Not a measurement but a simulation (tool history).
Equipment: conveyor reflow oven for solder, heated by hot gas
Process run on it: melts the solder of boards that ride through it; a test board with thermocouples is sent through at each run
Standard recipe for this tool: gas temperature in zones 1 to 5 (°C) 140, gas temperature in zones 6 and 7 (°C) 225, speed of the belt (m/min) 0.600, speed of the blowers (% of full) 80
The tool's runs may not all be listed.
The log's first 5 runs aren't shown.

| run | day | gas temperature in zones 1 to 5 (°C) | gas temperature in zones 6 and 7 (°C) | speed of the belt (m/min) | speed of the blowers (% of full) | hours of work since the flux was cleaned out | hours of work since the belt drive was overhauled | hours of work since the thermocouples were changed | highest temperature of the board (°C) | time above the solder's melting point (s) |
|---|---|---|---|---|---|---|---|---|---|---|
| 6 | 10.392 | 155 | 213 | 0.600 | 80 | 160 | 96 | 577 | 202.0 | 55.2 |
| 7 | 11.712 | 155 | 213 | 0.600 | 80 | 184 | 120 | 601 | 202.2 | 55.6 |
| 8 | 12.796 | 140 | 225 | 0.600 | 80 | 204 | 140 | 621 | 210.9 | 55.3 |
|  | 13.692 | flux residue cleaned out of gas plates and filters |
| 9 | 14.321 | 140 | 225 | 0.600 | 80 | 12 | 164 | 645 | 212.2 | 56.7 |
| 10 | 15.333 | 140 | 225 | 0.600 | 80 | 30 | 183 | 664 | 211.7 | 57.1 |
| 11 | 16.596 | 140 | 225 | 0.600 | 80 | 53 | 206 | 687 | 211.0 | 56.7 |
| 12 | 18.692 | 140 | 231 | 0.600 | 80 | 92 | 245 | 726 | 216.6 | 61.8 |
| 13 | 20.338 | 140 | 225 | 0.600 | 80 | 122 | 275 | 756 | 211.0 | 57.3 |
| 14 | 21.746 | 140 | 225 | 0.600 | 80 | 148 | 301 | 782 | 210.0 | 56.8 |
| 15 | 23.783 | 140 | 225 | 0.600 | 80 | 186 | 339 | 820 | 210.0 | 55.8 |
| 16 | 24.725 | 140 | 232 | 0.600 | 80 | 203 | 356 | 837 | 216.4 | 60.5 |
|  | 25.725 | flux residue cleaned out of gas plates and filters |
| 17 | 26.942 | 140 | 232 | 0.600 | 80 | 22 | 393 | 874 | 216.3 | 62.6 |
| 18 | 29.200 | 140 | 232 | 0.600 | 80 | 64 | 435 | 916 | 216.7 | 61.2 |
| 19 | 31.317 | 140 | 232 | 0.600 | 80 | 103 | 474 | 955 | 215.9 | 61.7 |
| 20 | 32.804 | 133 | 235 | 0.600 | 80 | 130 | 501 | 982 | 217.4 | 59.2 |
| 21 | 34.300 | 152 | 225 | 0.644 | 80 | 158 | 529 | 1010 | 209.2 | 55.8 |
| 22 | 36.317 | 152 | 225 | 0.644 | 80 | 195 | 566 | 1047 | 210.4 | 55.8 |
|  | 37.825 | flux residue cleaned out of gas plates and filters |
| 23 | 38.204 | 152 | 220 | 0.644 | 65 | 7 | 597 | 1078 | 203.7 | 51.8 |
| 24 | 40.479 | 152 | 218 | 0.600 | 80 | 49 | 639 | 1120 | 205.4 | 58.4 |
| 25 | 42.400 | 146 | 225 | 0.600 | 69 | 84 | 674 | 1155 | 209.8 | 57.2 |
|  | 42.608 | thermocouples of zones 6 and 7 changed |
| 26 | 43.775 | 146 | 225 | 0.600 | 69 | 108 | 698 | 21 | 211.4 | 60.0 |
| 27 | 45.308 | 137 | 225 | 0.493 | 76 | 136 | 726 | 50 | 216.0 | 73.7 |
| 28 | 46.250 | 140 | 219 | 0.545 | 74 | 154 | 744 | 67 | 209.0 | 61.1 |
| 29 | 48.079 | 140 | 225 | 0.545 | 76 | 187 | 777 | 101 | 214.3 | 66.1 |
|  | 49.921 | flux residue cleaned out of gas plates and filters |
| 30 | 50.158 | 140 | 225 | 0.545 | 76 | 4 | 812 | 135 | 214.8 | 67.7 |

Consider 4 possible next runs. They are alternatives, not a sequence: every one starts from the tool as it was left by run 30. What does each give?
| A | 51.129 | 136 | 218 | 0.687 | 80 | 22 | 830 | 153 | ? | ? |
| B | 51.129 | 140 | 225 | 0.545 | 58 | 22 | 830 | 153 | ? | ? |
| C | 51.129 | 140 | 238 | 0.545 | 76 | 22 | 830 | 153 | ? | ? |
| D | 51.129 | 140 | 219 | 0.546 | 88 | 22 | 830 | 153 | ? | ? |

| run | highest temperature of the board (°C) | time above the solder's melting point (s) |
|---|---|---|
| A | 203.1 | 39.9 |
| B | 212.4 | 63.7 |
| C | 225.9 | 76.9 |
| D | 209.9 | 64.3 |
Without the tool's hidden state the same runs would have given:
| run | highest temperature of the board (°C) | time above the solder's melting point (s) |
|---|---|---|
| A | 203.5 | 39.8 |
| B | 212.8 | 63.2 |
| C | 226.4 | 76.1 |
| D | 210.5 | 63.9 |
